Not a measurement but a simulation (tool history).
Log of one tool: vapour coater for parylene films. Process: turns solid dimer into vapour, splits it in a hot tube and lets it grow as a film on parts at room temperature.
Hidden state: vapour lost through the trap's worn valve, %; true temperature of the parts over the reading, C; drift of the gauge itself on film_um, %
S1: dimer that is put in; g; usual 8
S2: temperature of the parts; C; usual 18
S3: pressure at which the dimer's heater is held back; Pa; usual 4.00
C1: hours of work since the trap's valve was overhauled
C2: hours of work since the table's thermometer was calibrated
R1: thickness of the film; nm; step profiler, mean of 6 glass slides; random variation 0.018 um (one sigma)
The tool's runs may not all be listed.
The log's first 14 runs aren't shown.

run 15 hour=659.5 | S1=8 S2=14 S3=4.00 | C1=394 C2=1765 | R1=1920
run 16 hour=689.4 | S1=8 S2=14 S3=4.00 | C1=411 C2=1782 | R1=1940
run 17 hour=734.0 | S1=8 S2=14 S3=4.00 | C1=437 C2=1808 | R1=1940
run 18 hour=767.0 | S1=8 S2=18 S3=4.00 | C1=456 C2=1827 | R1=1590
run 19 hour=812.7 | S1=8 S2=18 S3=4.00 | C1=482 C2=1854 | R1=1610
run 20 hour=878.8 | S1=8 S2=18 S3=4.00 | C1=520 C2=1892 | R1=1600
run 21 hour=910.7 | S1=8 S2=18 S3=4.00 | C1=539 C2=1910 | R1=1600
run 22 hour=944.4 | S1=8 S2=18 S3=4.00 | C1=558 C2=1930 | R1=1600
run 23 hour=1006.3 | S1=3 S2=14 S3=4.00 | C1=594 C2=1966 | R1=700
run 24 hour=1053.3 | S1=8 S2=11 S3=2.90 | C1=621 C2=1993 | R1=2280
run 25 hour=1085.9 | S1=8 S2=20 S3=4.25 | C1=640 C2=2012 | R1=1460
run 26 hour=1145.5 | S1=8 S2=20 S3=4.25 | C1=674 C2=2046 | R1=1440
-- hour=1192.2 trap's valve overhauled
run 27 hour=1211.4 | S1=9 S2=18 S3=8.95 | C1=11 C2=2082 | R1=1590
run 28 hour=1258.9 | S1=8 S2=26 S3=11.97 | C1=39 C2=2109 | R1=960
run 29 hour=1326.5 | S1=8 S2=26 S3=11.97 | C1=78 C2=2148 | R1=940
run 30 hour=1376.4 | S1=8 S2=26 S3=11.97 | C1=106 C2=2177 | R1=930
run 31 hour=1408.2 | S1=4 S2=29 S3=2.71 | C1=125 C2=2195 | R1=570
run 32 hour=1469.0 | S1=4 S2=29 S3=2.71 | C1=160 C2=2230 | R1=540
-- hour=1480.1 table's thermometer calibrated
run 33 hour=1517.1 | S1=4 S2=29 S3=2.71 | C1=187 C2=21 | R1=580
run 34 hour=1549.7 | S1=13 S2=13 S3=8.10 | C1=206 C2=40 | R1=2990
run 35 hour=1609.2 | S1=4 S2=11 S3=5.29 | C1=240 C2=75 | R1=1090
run 36 hour=1637.2 | S1=4 S2=22 S3=2.48 | C1=256 C2=91 | R1=780

5 ways to go on from here, each from the tool as it stands after run 36. What would each give?
run A hour=1694.8 | S1=9 S2=22 S3=2.48 | C1=290 C2=124 | R1=?
run B hour=1694.8 | S1=3 S2=18 S3=9.12 | C1=290 C2=124 | R1=?
run C hour=1694.8 | S1=13 S2=11 S3=9.39 | C1=290 C2=124 | R1=?
run D hour=1694.8 | S1=5 S2=25 S3=6.67 | C1=290 C2=124 | R1=?
run E hour=1694.8 | S1=11 S2=21 S3=5.46 | C1=290 C2=124 | R1=?

run=A R1=1810
run=B R1=550
run=C R1=3110
run=D R1=710
run=E R1=1970
Without the tool's hidden state the same runs would have given:
run=A R1=1860
run=B R1=560
run=C R1=3200
run=D R1=730
run=E R1=2020

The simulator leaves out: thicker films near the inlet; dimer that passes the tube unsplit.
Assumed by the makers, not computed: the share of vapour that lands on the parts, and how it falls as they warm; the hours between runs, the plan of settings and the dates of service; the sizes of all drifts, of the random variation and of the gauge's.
